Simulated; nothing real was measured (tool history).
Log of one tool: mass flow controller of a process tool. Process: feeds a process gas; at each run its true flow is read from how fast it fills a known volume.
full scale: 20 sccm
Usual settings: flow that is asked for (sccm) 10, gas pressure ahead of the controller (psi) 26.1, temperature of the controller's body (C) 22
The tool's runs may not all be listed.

| run | hour | flow that is asked for (sccm) | gas pressure ahead of the controller (psi) | temperature of the controller's body (C) | true flow (%) |
|---|---|---|---|---|---|
| 1 | 0.0 | 10 | 26.1 | 22 | 98.48 |
| 2 | 110.9 | 10 | 26.1 | 22 | 98.40 |
| 3 | 228.4 | 10 | 26.1 | 36 | 99.40 |
| 4 | 385.1 | 10 | 26.1 | 36 | 99.40 |
| 5 | 546.2 | 9 | 26.1 | 36 | 99.10 |
| 6 | 646.1 | 10 | 26.1 | 22 | 98.40 |
| 7 | 808.4 | 17 | 26.1 | 22 | 98.89 |
| 8 | 940.7 | 17 | 26.1 | 22 | 98.88 |
| 9 | 1056.8 | 10 | 40.2 | 22 | 97.85 |
| 10 | 1261.9 | 10 | 26.1 | 22 | 98.32 |
| 11 | 1391.1 | 10 | 26.1 | 22 | 98.34 |
| 12 | 1590.3 | 10 | 26.1 | 22 | 98.34 |
| 13 | 1705.8 | 10 | 26.1 | 36 | 99.32 |
| 14 | 1868.6 | 10 | 26.1 | 36 | 99.30 |
| 15 | 2070.7 | 10 | 26.1 | 36 | 99.23 |
| 16 | 2190.7 | 10 | 26.1 | 36 | 99.25 |
| 17 | 2310.3 | 10 | 26.1 | 36 | 99.33 |
| 18 | 2410.0 | 6 | 30.9 | 22 | 98.84 |
| 19 | 2523.2 | 6 | 30.9 | 22 | 98.71 |
| 20 | 2640.2 | 9 | 27.7 | 25 | 98.52 |
| 21 | 2828.3 | 3 | 36.3 | 31 | 101.83 |
| 22 | 2974.2 | 19 | 36.3 | 22 | 98.66 |
| 23 | 3134.7 | 10 | 36.0 | 35 | 99.02 |
| 24 | 3273.0 | 4 | 38.7 | 35 | 100.70 |
| 25 | 3474.4 | 4 | 29.4 | 33 | 100.99 |
| 26 | 3580.7 | 4 | 29.4 | 33 | 101.02 |
| 27 | 3758.4 | 4 | 29.4 | 33 | 101.04 |
| 28 | 3892.6 | 3 | 26.1 | 27 | 102.41 |
| 29 | 4106.4 | 3 | 34.8 | 27 | 102.17 |
| 30 | 4316.3 | 14 | 20.7 | 27 | 98.78 |
| 31 | 4459.2 | 14 | 20.7 | 27 | 98.55 |

Forecast each of these 5 alternatives for the next run:
| A | 4609.1 | 17 | 34.2 | 24 | ? |
| B | 4609.1 | 14 | 20.7 | 30 | ? |
| C | 4609.1 | 3 | 22.3 | 37 | ? |
| D | 4609.1 | 19 | 20.7 | 27 | ? |
| E | 4609.1 | 16 | 26.1 | 22 | ? |

| run | true flow (%) |
|---|---|
| A | 98.35 |
| B | 98.91 |
| C | 103.56 |
| D | 99.05 |
| E | 98.30 |
Without the tool's hidden state the same runs would have given:
| run | true flow (%) |
|---|---|
| A | 99.34 |
| B | 99.61 |
| C | 98.30 |
| D | 100.18 |
| E | 99.20 |

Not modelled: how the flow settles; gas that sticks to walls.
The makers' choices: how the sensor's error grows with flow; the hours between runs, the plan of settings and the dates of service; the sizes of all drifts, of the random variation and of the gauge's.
